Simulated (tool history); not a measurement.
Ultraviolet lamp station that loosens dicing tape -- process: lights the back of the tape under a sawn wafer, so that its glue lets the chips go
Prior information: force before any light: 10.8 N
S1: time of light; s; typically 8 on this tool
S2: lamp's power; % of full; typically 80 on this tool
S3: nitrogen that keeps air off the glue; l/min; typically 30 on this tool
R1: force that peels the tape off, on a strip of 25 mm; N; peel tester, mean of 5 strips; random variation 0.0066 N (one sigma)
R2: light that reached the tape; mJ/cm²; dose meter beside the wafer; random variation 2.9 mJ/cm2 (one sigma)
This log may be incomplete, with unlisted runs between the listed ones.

run	hour	S1	S2	S3	R1	R2
1	0	8	80	30	0.444	308
2	56.2	8	80	30	0.474	299
3	92.5	8	80	30	0.472	290
4	149.9	7	80	30	0.707	250
5	198.8	7	80	30	0.751	244
6	279.9	7	80	30	0.825	238
# hour 285.7: window cleaned of glue's vapour
7	314.2	4	88	30	2.134	144
8	394.2	4	88	30	2.364	142
9	436.9	4	88	30	2.463	137
10	488.1	4	88	30	2.399	133
11	550.8	4	88	30	2.525	129
12	617.3	8	92	37	0.561	261

Predict each of these 3 candidate next runs independently; none follows another, all start after run 12:
A	664.4	6	76	30	?	?
B	664.4	14	80	25	?	?
C	664.4	12	72	30	?	?

run	R1	R2
A	1.853	160
B	0.27	385
C	0.443	294
Stripped of hidden state, with their random variation kept, the same runs would have yielded:
run	R1	R2
A	0.491	295
B	0.122	712
C	0.134	548
